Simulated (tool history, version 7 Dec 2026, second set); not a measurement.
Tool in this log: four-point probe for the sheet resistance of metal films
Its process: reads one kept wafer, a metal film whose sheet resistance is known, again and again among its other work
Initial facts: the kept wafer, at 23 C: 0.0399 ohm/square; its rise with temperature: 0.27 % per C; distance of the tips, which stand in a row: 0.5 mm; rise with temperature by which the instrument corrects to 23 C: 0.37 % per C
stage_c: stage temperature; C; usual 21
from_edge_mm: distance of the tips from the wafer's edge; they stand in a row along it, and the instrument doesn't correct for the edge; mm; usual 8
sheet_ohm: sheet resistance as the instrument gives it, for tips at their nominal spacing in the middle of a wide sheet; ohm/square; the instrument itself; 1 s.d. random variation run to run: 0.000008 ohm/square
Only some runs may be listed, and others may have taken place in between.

Run 1, day 0: usual settings. Result: sheet_ohm 0.040069 ohm/square.
Run 2, day 5.542: usual settings. Result: sheet_ohm 0.040062 ohm/square.
Run 3, day 10.825: usual settings but stage_c 30 C. Result: sheet_ohm 0.039728 ohm/square.
Run 4, day 14.708: usual settings but stage_c 30 C. Result: sheet_ohm 0.039736 ohm/square.
Run 5, day 19.633: usual settings but stage_c 30 C. Result: sheet_ohm 0.039741 ohm/square.
Run 6, day 23.6: usual settings but stage_c 30 C. Result: sheet_ohm 0.039738 ohm/square.
Run 7, day 28.329: usual settings but stage_c 30 C. Result: sheet_ohm 0.039743 ohm/square.
Run 8, day 31.2: usual settings but stage_c 30 C. Result: sheet_ohm 0.039732 ohm/square.
Run 9, day 35.546: usual settings. Result: sheet_ohm 0.040066 ohm/square.
Run 10, day 39.767: usual settings but stage_c 25 C. Result: sheet_ohm 0.039901 ohm/square.
Run 11, day 44.883: usual settings but stage_c 25 C. Result: sheet_ohm 0.039937 ohm/square.
Run 12, day 47.242: usual settings but stage_c 25 C. Result: sheet_ohm 0.039917 ohm/square.
Run 13, day 51.854: usual settings but stage_c 32 C. Result: sheet_ohm 0.039666 ohm/square.
At day 55.65: new probe head fitted.
At day 56.088: stage's thermometer calibrated.
Run 14, day 57.183: usual settings but from_edge_mm 10 mm. Result: sheet_ohm 0.040023 ohm/square.
Run 15, day 59.892: usual settings but from_edge_mm 40 mm. Result: sheet_ohm 0.039971 ohm/square.
Run 16, day 65.096: usual settings but stage_c 19 C, from_edge_mm 57 mm. Result: sheet_ohm 0.04005 ohm/square.
Run 17, day 68.767: usual settings but stage_c 19 C, from_edge_mm 38 mm. Result: sheet_ohm 0.04004 ohm/square.
Run 18, day 72.488: usual settings but stage_c 35 C, from_edge_mm 21 mm. Result: sheet_ohm 0.039506 ohm/square.
Run 19, day 77.329: usual settings but stage_c 20 C. Result: sheet_ohm 0.040092 ohm/square.
Run 20, day 80.304: usual settings but stage_c 18 C, from_edge_mm 40 mm. Result: sheet_ohm 0.040094 ohm/square.
Run 21, day 85.988: usual settings but stage_c 18 C, from_edge_mm 40 mm. Result: sheet_ohm 0.04009 ohm/square.
Run 22, day 89.55: usual settings but stage_c 30 C, from_edge_mm 65 mm. Result: sheet_ohm 0.039663 ohm/square.
Run 23, day 94.371: usual settings but stage_c 20 C, from_edge_mm 7 mm. Result: sheet_ohm 0.040128 ohm/square.
Run 24, day 99.579: usual settings but stage_c 30 C, from_edge_mm 15 mm. Result: sheet_ohm 0.039676 ohm/square.
Run 25, day 104.467: usual settings but stage_c 19 C, from_edge_mm 25 mm. Result: sheet_ohm 0.040049 ohm/square.

4 ways to go on from here, each from the tool as it stands after run 25. What would each give?
Run A, day 109.896: usual settings but stage_c 32 C, from_edge_mm 3 mm. Result: sheet_ohm ?.
Run B, day 109.896: usual settings but stage_c 19 C, from_edge_mm 14 mm. Result: sheet_ohm ?.
Run C, day 109.896: usual settings but stage_c 25 C, from_edge_mm 25 mm. Result: sheet_ohm ?.
Run D, day 109.896: usual settings but stage_c 19 C. Result: sheet_ohm ?.

run  sheet_ohm
  A   0.040169
  B   0.040078
  C   0.039851
  D   0.040139
Without the tool's unlogged condition, the same runs would have read:
run  sheet_ohm
  A   0.040166
  B   0.040075
  C   0.039848
  D   0.040135

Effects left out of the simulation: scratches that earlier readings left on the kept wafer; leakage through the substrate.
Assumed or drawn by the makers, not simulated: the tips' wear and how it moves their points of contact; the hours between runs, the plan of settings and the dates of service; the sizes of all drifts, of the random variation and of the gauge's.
